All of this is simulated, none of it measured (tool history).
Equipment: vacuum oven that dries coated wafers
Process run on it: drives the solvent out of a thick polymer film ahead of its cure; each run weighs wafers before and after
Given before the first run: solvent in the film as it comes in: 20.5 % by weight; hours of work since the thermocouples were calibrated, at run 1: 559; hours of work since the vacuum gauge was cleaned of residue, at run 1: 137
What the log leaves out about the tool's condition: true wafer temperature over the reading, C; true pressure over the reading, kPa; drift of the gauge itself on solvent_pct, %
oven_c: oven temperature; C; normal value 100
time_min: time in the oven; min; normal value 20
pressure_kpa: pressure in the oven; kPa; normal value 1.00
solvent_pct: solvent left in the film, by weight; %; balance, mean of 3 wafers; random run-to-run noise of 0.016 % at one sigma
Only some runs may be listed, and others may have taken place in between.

run,hour,oven_c,time_min,pressure_kpa,hours of work since the thermocouples were calibrated,hours of work since the vacuum gauge was cleaned of residue,solvent_pct
1,0.0,100,20,1.00,559,137,1.55
2,8.5,100,20,1.00,563,141,1.58
3,16.9,100,20,1.00,567,144,1.60
4,34.4,100,20,1.00,574,152,1.58
5,43.1,100,20,2.54,578,155,2.43
6,59.2,100,13,1.00,584,162,3.23
7,69.3,100,13,1.00,589,166,3.24
8,78.3,100,13,1.00,593,170,3.24
9,89.4,100,20,0.79,597,175,1.47
10,107.7,100,20,0.79,605,183,1.47
11,121.3,100,20,0.79,611,188,1.48
12,138.8,100,20,0.79,618,196,1.48
13,149.1,100,20,0.79,622,200,1.51
14,161.1,100,20,0.79,628,205,1.47
15,168.8,96,16,3.26,631,208,4.96
16,179.6,96,16,3.26,635,213,4.92
17,194.9,100,20,3.17,642,219,2.74
18,210.5,100,20,3.17,648,226,2.72
19,222.7,92,29,1.00,654,231,2.47
20,231.4,114,31,2.15,657,235,0.76
21,246.3,98,34,1.00,664,241,0.91
22,260.0,113,20,1.13,669,247,0.44
23,270.6,102,22,1.13,674,251,1.07
24,288.9,102,22,1.13,682,259,1.08
25,300.5,96,20,1.81,686,264,3.12
26,308.2,112,20,1.81,690,267,0.71
27,323.6,112,11,2.01,696,274,1.26

Below are 4 alternative next runs, each starting from the tool's condition after run 27. Predict each:
A,337.5,114,15,2.72,702,280,?
B,337.5,112,27,2.01,702,280,?
C,337.5,114,12,1.70,702,280,?
D,337.5,111,26,0.56,702,280,?

run,solvent_pct
A,1.04
B,0.79
C,0.81
D,0.22
Had the tool no hidden state, the same runs would have come out as:
run,solvent_pct
A,1.09
B,0.79
C,0.89
D,0.21

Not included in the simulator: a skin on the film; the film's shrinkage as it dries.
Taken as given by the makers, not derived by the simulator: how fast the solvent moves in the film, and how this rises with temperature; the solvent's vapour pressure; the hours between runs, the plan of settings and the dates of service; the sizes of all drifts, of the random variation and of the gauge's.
